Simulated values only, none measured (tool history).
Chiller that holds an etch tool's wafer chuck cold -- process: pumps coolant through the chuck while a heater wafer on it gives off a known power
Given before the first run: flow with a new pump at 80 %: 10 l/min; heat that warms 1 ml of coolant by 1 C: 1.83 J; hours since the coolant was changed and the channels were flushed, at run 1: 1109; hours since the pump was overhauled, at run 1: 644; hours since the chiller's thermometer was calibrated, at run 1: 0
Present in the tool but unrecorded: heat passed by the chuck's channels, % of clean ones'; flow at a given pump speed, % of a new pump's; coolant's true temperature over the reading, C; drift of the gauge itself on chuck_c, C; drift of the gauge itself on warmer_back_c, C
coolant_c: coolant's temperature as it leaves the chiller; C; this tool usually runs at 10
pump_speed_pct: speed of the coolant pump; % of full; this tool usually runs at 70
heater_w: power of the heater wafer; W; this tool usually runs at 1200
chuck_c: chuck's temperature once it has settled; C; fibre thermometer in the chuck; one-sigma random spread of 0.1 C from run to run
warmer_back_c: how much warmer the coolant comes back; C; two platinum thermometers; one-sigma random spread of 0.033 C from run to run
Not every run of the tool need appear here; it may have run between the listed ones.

run,day,coolant_c,pump_speed_pct,heater_w,hours since the coolant was changed and the channels were flushed,hours since the pump was overhauled,hours since the chiller's thermometer was calibrated,chuck_c,warmer_back_c
1,0,10,70,1200,1109,644,0,18.2,4.51
2,6.404,10,70,1200,1263,797,154,18.6,4.53
3,12.479,10,70,1200,1409,943,300,18.3,4.44
4,16.083,10,70,1200,1495,1030,386,18.6,4.51
5,19.95,10,70,1200,1588,1122,479,18.3,4.48
6,25.671,0,70,1200,1725,1260,616,8.5,4.47
7,29.142,10,70,1358,1809,1343,700,19.7,5.06
8,34.371,9,70,1200,1934,1468,825,17.5,4.49
9,41.292,10,69,1200,2100,1635,991,18.6,4.5
10,47.783,10,69,667,2256,1790,1147,14.6,2.5
11,53.121,10,69,667,2384,1918,1275,14.9,2.39
12,58.179,10,70,1200,2506,2040,1397,18.4,4.44
13,64.108,10,70,1294,2648,2182,1539,19.1,4.77
14,68.592,10,70,1294,2755,2290,1646,19.2,4.79
15,72.679,10,70,1294,2854,2388,1745,18.9,4.75
16,78.912,10,70,1294,3003,2537,1894,19,4.74
17,83.717,16,70,959,3118,2653,2009,22.7,3.47
18,90.054,10,81,1200,3271,2805,2162,17.6,3.7
19,94.229,10,75,1200,3371,2905,2262,18,4.11
20,100.654,10,75,1200,3525,3059,2416,18.2,4.01
# day 101.5: chiller's thermometer calibrated
21,105.762,10,70,1200,3647,3181,102,18.4,4.35
22,112.042,10,86,1161,3797,3332,253,17.2,3.39
23,118.65,19,62,966,3956,3490,412,26.5,3.95
24,122.721,19,62,966,4054,3588,509,26.3,4.01
25,127.383,18,72,902,4165,3700,621,24.1,3.07
# day 131.292: gauge calibrated
26,131.292,1,70,1757,4259,3794,715,13.4,6.58
27,134.542,1,70,1757,4337,3872,793,13.6,6.62
28,137.571,10,82,1200,4410,3944,866,17.6,3.86
29,141.158,10,82,1200,4496,4030,952,17.5,3.82
30,147.35,9,94,1598,4645,4179,1100,18.4,4.36
31,152.612,19,61,1291,4771,4305,1227,29.1,5.59
32,159.517,8,80,1031,4937,4471,1392,14.7,3.35

Below, some changes in warmer_back_c between adjacent runs. For each, the amount present without the hidden state too (settings, incoming material, random variation) and the amount remaining for the hidden state with gauge scatter not shared by both compared results:
Run 1 -> 2: nothing adjusted, nothing logged. warmer_back_c +0.02 C: hidden state -0.02, all else +0.04.
Run 7 -> 8: coolant_c 10 -> 9, heater_w 1358 -> 1200. warmer_back_c -0.57 C: hidden state -0.02, all else -0.55.
Run 25 -> 26: coolant_c 18 -> 1, pump_speed_pct 72 -> 70, heater_w 902 -> 1757, gauge calibrated. warmer_back_c +3.51 C: hidden state +0.21, all else +3.3.
Run 27 -> 28: coolant_c 1 -> 10, pump_speed_pct 70 -> 82, heater_w 1757 -> 1200. warmer_back_c -2.76 C: hidden state -0.01, all else -2.75.
Run 31 -> 32: coolant_c 19 -> 8, pump_speed_pct 61 -> 80, heater_w 1291 -> 1031. warmer_back_c -2.24 C: hidden state -0.01, all else -2.23.

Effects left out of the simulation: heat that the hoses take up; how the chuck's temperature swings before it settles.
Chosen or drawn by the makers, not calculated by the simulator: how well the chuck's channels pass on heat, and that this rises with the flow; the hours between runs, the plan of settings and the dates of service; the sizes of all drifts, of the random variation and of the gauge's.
